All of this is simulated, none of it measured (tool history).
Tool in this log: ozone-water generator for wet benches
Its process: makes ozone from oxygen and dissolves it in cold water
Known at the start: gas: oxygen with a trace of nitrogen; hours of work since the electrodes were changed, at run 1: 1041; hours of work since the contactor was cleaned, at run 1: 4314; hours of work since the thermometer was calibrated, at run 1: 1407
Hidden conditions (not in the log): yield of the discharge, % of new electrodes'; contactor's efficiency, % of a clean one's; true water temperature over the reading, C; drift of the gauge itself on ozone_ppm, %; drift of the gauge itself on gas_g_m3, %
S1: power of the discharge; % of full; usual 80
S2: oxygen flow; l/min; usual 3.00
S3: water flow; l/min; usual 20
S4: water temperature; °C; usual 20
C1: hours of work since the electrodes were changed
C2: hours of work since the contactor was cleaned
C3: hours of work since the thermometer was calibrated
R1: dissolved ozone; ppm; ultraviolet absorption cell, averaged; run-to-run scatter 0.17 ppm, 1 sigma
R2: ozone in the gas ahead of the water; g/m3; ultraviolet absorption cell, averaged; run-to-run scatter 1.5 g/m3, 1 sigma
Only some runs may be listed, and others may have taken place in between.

run,hour,S1,S2,S3,S4,C1,C2,C3,R1,R2
1,0.0,80,3.00,20,20,1041,4314,1407,21.6,272.7
2,33.6,80,3.00,20,20,1070,4343,1436,21.7,269.6
3,54.7,80,3.00,20,20,1088,4361,1455,21.9,271.8
4,97.3,80,3.00,20,20,1126,4398,1492,21.5,269.6
5,116.9,80,3.00,20,14,1143,4415,1509,22.6,271.2
6,146.1,80,3.00,17,20,1168,4441,1534,24.8,270.7
7,175.6,80,3.00,20,20,1194,4467,1560,21.5,269.2
8,201.4,80,3.00,20,20,1216,4489,1582,21.4,270.9
9,244.4,80,4.79,14,21,1254,4526,1620,29.2,216.1
10,282.2,80,4.79,14,21,1287,4559,1653,29.5,217.6
11,320.5,64,4.79,23,21,1320,4593,1686,16.5,177.6
12,357.9,64,4.79,23,21,1352,4625,1719,16.5,175.2
13,385.4,44,4.79,23,15,1376,4649,1743,13.0,128.7
14,409.9,44,4.79,23,15,1398,4670,1764,13.0,128.9
15,450.5,80,3.00,26,20,1433,4706,1799,16.6,268.4

Forecast each of these 3 alternatives for the next run:
A,476.3,84,3.00,20,20,1455,4728,1822,?,?
B,476.3,80,3.00,20,20,1455,4728,1822,?,?
C,476.3,92,4.50,12,20,1455,4728,1822,?,?

run,R1,R2
A,22.2,278.2
B,21.4,267.8
C,37.2,250.2
Had the tool no hidden state, the same runs would have come out as:
run,R1,R2
A,23.7,284.4
B,22.8,273.6
C,39.2,256.2
